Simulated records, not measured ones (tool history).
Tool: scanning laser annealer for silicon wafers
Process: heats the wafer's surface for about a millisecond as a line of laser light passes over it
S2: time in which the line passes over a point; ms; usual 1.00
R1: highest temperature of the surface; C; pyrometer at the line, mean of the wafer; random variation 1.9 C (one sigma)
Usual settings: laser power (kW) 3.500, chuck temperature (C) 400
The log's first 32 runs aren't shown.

Run 33, day 12.258: usual settings but S2 1.01 ms, chuck temperature (C) 372. Result: R1 1118 C.
Run 34, day 12.717: usual settings but laser power (kW) 3.359, S2 1.01 ms, chuck temperature (C) 431. Result: R1 1146 C.
Run 35, day 13.075: usual settings but laser power (kW) 3.359, S2 1.01 ms, chuck temperature (C) 431. Result: R1 1145 C.
Run 36, day 13.512: usual settings but laser power (kW) 3.164, S2 1.19 ms, chuck temperature (C) 407. Result: R1 1152 C.
Run 37, day 13.921: usual settings but laser power (kW) 3.006, S2 0.76 ms, chuck temperature (C) 394. Result: R1 941 C.
Run 38, day 14.462: usual settings but S2 0.77 ms, chuck temperature (C) 368. Result: R1 1001 C.
Run 39, day 14.808: usual settings but laser power (kW) 3.679, S2 0.84 ms, chuck temperature (C) 418. Result: R1 1112 C.
Run 40, day 15.312: usual settings but laser power (kW) 3.169, S2 1.05 ms, chuck temperature (C) 418. Result: R1 1110 C.
Run 41, day 15.667: usual settings but S2 0.91 ms, chuck temperature (C) 409. Result: R1 1108 C.

Forecast each of these 3 alternatives for the next run:
Run A, day 16.117: usual settings but S2 0.91 ms, chuck temperature (C) 361. Result: R1 ?.
Run B, day 16.117: usual settings but S2 0.86 ms, chuck temperature (C) 438. Result: R1 ?.
Run C, day 16.117: usual settings but S2 1.19 ms, chuck temperature (C) 431. Result: R1 ?.

run    R1
  A  1059
  B  1111
  C  1251
Without the tool's hidden state the same runs would have given:
run    R1
  A  1089
  B  1140
  C  1285
